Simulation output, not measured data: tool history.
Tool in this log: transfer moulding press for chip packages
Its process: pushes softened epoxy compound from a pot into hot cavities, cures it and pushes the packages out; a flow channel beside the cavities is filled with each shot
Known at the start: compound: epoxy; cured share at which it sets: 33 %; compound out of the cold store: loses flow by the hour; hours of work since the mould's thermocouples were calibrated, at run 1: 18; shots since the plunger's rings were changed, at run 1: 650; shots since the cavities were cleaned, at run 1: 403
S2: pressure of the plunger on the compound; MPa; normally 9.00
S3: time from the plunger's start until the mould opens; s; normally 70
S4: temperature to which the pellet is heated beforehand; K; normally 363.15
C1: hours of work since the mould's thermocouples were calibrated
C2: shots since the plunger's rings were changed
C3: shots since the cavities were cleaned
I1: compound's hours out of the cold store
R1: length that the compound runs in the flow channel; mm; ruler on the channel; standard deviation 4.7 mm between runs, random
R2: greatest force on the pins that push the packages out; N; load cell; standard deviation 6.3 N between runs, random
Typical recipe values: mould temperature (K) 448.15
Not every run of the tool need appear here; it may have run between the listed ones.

run 1 hour=0.0 | mould_temperature_(K)=448.15 S2=9.00 S3=70 S4=363.15 | C1=18 C2=650 C3=403 | I1=35.7 | R1=758 R2=372
run 2 hour=47.8 | mould_temperature_(K)=448.15 S2=9.00 S3=70 S4=363.15 | C1=38 C2=1099 C3=852 | I1=36.3 | R1=743 R2=402
-- hour=65.0 cavities cleaned with cleaning compound and waxed
run 3 hour=97.8 | mould_temperature_(K)=448.15 S2=9.00 S3=70 S4=363.15 | C1=59 C2=1555 C3=308 | I1=15.2 | R1=784 R2=358
run 4 hour=148.0 | mould_temperature_(K)=448.15 S2=9.00 S3=70 S4=363.15 | C1=80 C2=2027 C3=780 | I1=41.8 | R1=718 R2=410
-- hour=175.2 cavities cleaned with cleaning compound and waxed
run 5 hour=186.1 | mould_temperature_(K)=448.15 S2=7.68 S3=70 S4=363.15 | C1=96 C2=2371 C3=102 | I1=10.2 | R1=718 R2=297
run 6 hour=222.2 | mould_temperature_(K)=448.15 S2=7.68 S3=70 S4=363.15 | C1=111 C2=2711 C3=442 | I1=16.2 | R1=706 R2=381
run 7 hour=257.5 | mould_temperature_(K)=454.15 S2=9.00 S3=70 S4=363.15 | C1=126 C2=3042 C3=773 | I1=21.3 | R1=727 R2=325
-- hour=286.0 cavities cleaned with cleaning compound and waxed
run 8 hour=289.2 | mould_temperature_(K)=448.15 S2=9.00 S3=70 S4=363.15 | C1=139 C2=3327 C3=31 | I1=26.9 | R1=722 R2=265
run 9 hour=343.9 | mould_temperature_(K)=448.15 S2=9.00 S3=70 S4=363.15 | C1=162 C2=3841 C3=545 | I1=13.4 | R1=756 R2=372
run 10 hour=368.3 | mould_temperature_(K)=448.15 S2=9.00 S3=70 S4=363.15 | C1=172 C2=4071 C3=775 | I1=10.4 | R1=746 R2=402
-- hour=392.3 plunger's sealing rings changed
-- hour=397.2 cavities cleaned with cleaning compound and waxed
run 11 hour=419.2 | mould_temperature_(K)=444.15 S2=9.00 S3=70 S4=363.15 | C1=192 C2=239 C3=206 | I1=42.6 | R1=758 R2=404
run 12 hour=449.0 | mould_temperature_(K)=444.15 S2=9.00 S3=70 S4=363.15 | C1=204 C2=519 C3=486 | I1=11.6 | R1=814 R2=490
run 13 hour=485.2 | mould_temperature_(K)=444.15 S2=9.00 S3=70 S4=363.15 | C1=220 C2=860 C3=827 | I1=46.2 | R1=736 R2=503
-- hour=504.4 cavities cleaned with cleaning compound and waxed
run 14 hour=541.6 | mould_temperature_(K)=444.15 S2=9.00 S3=70 S4=369.15 | C1=243 C2=1376 C3=350 | I1=42.3 | R1=746 R2=453
run 15 hour=565.1 | mould_temperature_(K)=444.15 S2=9.00 S3=70 S4=369.15 | C1=253 C2=1597 C3=571 | I1=38.6 | R1=740 R2=482
-- hour=571.5 mould's thermocouples calibrated
-- hour=615.5 cavities cleaned with cleaning compound and waxed
run 16 hour=625.4 | mould_temperature_(K)=446.15 S2=8.61 S3=92 S4=363.15 | C1=22 C2=2131 C3=93 | I1=15.1 | R1=766 R2=233
run 17 hour=671.6 | mould_temperature_(K)=446.15 S2=8.61 S3=92 S4=363.15 | C1=42 C2=2565 C3=527 | I1=28.7 | R1=722 R2=309
run 18 hour=716.7 | mould_temperature_(K)=454.15 S2=7.01 S3=84 S4=357.15 | C1=61 C2=2989 C3=951 | I1=8.9 | R1=674 R2=311
-- hour=722.3 cavities cleaned with cleaning compound and waxed
run 19 hour=742.3 | mould_temperature_(K)=448.15 S2=9.00 S3=79 S4=363.15 | C1=71 C2=3216 C3=188 | I1=24.4 | R1=738 R2=269
-- hour=759.5 mould's thermocouples calibrated, once more
run 20 hour=778.6 | mould_temperature_(K)=448.15 S2=9.00 S3=79 S4=363.15 | C1=8 C2=3539 C3=511 | I1=30.9 | R1=725 R2=338
run 21 hour=824.0 | mould_temperature_(K)=443.15 S2=9.63 S3=91 S4=365.15 | C1=27 C2=3965 C3=937 | I1=32.1 | R1=747 R2=367
-- hour=833.0 cavities cleaned with cleaning compound and waxed
run 22 hour=853.2 | mould_temperature_(K)=448.15 S2=9.00 S3=70 S4=355.15 | C1=39 C2=4226 C3=190 | I1=39.1 | R1=695 R2=320
-- hour=858.8 plunger's sealing rings changed
run 23 hour=884.7 | mould_temperature_(K)=448.15 S2=9.00 S3=70 S4=355.15 | C1=51 C2=244 C3=463 | I1=26.6 | R1=778 R2=398
-- hour=942.4 cavities cleaned with cleaning compound and waxed
run 24 hour=942.4 | mould_temperature_(K)=448.15 S2=9.00 S3=70 S4=355.15 | C1=75 C2=772 C3=0 | I1=8.4 | R1=807 R2=265
run 25 hour=988.0 | mould_temperature_(K)=448.15 S2=9.00 S3=54 S4=353.15 | C1=94 C2=1200 C3=428 | I1=24.5 | R1=768 R2=687
run 26 hour=1025.8 | mould_temperature_(K)=449.15 S2=8.00 S3=51 S4=353.15 | C1=110 C2=1556 C3=784 | I1=21.6 | R1=736 R2=797
-- hour=1050.9 cavities cleaned with cleaning compound and waxed
run 27 hour=1080.0 | mould_temperature_(K)=449.15 S2=8.00 S3=51 S4=353.15 | C1=133 C2=2052 C3=273 | I1=35.8 | R1=685 R2=657
run 28 hour=1127.2 | mould_temperature_(K)=449.15 S2=8.00 S3=51 S4=353.15 | C1=153 C2=2496 C3=717 | I1=17.0 | R1=720 R2=790

A few steps of R1 between consecutive runs. Split each: what settings, incoming material and random variation would produce without the hidden state, and what is left over for the hidden state, along with gauge scatter present in only one of the two compared results (measured, and without hidden state):
The tool's hidden condition here consists of: true mould temperature over the reading, C; pressure that reaches the compound, % of what is set; grip of the stained cavities, % over clean ones'; drift of the gauge itself on flow_mm, %; drift of the gauge itself on push_out_n, %.
Run 10 -> 11: mould temperature (K) 448.15 -> 444.15, plunger's sealing rings changed, cavities cleaned with cleaning compound and waxed. R1 +12 mm: hidden state +63, all else -51.
Run 12 -> 13: no setting changed, nothing entered. R1 -78 mm: hidden state -4, all else -74.
Run 22 -> 23: plunger's sealing rings changed. R1 +83 mm: hidden state +59, all else +24.
